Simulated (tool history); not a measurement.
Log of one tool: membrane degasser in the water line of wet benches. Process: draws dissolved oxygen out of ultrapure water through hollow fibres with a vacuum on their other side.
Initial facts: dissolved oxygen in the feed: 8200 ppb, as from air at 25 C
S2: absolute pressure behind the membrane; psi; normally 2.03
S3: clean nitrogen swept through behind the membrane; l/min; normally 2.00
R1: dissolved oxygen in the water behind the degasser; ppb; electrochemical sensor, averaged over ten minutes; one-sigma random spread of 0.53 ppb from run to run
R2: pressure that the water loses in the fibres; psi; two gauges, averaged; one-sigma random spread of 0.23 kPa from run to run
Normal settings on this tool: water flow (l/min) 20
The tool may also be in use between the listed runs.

run 1 day=0.000 | water_flow_(l/min)=20 S2=2.03 S3=2.00 | R1=257.8 R2=8.279
run 2 day=1.800 | water_flow_(l/min)=15 S2=2.03 S3=2.00 | R1=197.8 R2=6.212
run 3 day=3.925 | water_flow_(l/min)=15 S2=2.03 S3=2.00 | R1=197.7 R2=6.213
run 4 day=6.192 | water_flow_(l/min)=15 S2=2.03 S3=2.00 | R1=198.1 R2=6.226
run 5 day=7.225 | water_flow_(l/min)=15 S2=2.03 S3=2.00 | R1=197.7 R2=6.215
run 6 day=9.438 | water_flow_(l/min)=20 S2=2.03 S3=2.00 | R1=257.8 R2=8.298
run 7 day=11.246 | water_flow_(l/min)=20 S2=2.03 S3=2.54 | R1=207.5 R2=8.319
run 8 day=12.379 | water_flow_(l/min)=29 S2=2.99 S3=2.00 | R1=568.0 R2=12.008
run 9 day=13.433 | water_flow_(l/min)=20 S2=2.03 S3=2.00 | R1=258.6 R2=8.258

Run 10 comes next. What will it give?
run 10 day=15.196 | water_flow_(l/min)=15 S2=3.96 S3=2.44 | R1=? R2=?

R1: 357.3 ppb
R2: 6.213 psi
Minus the tool's unlogged condition, the same run would have read R1 345.9 ppb, R2 6.173 psi.
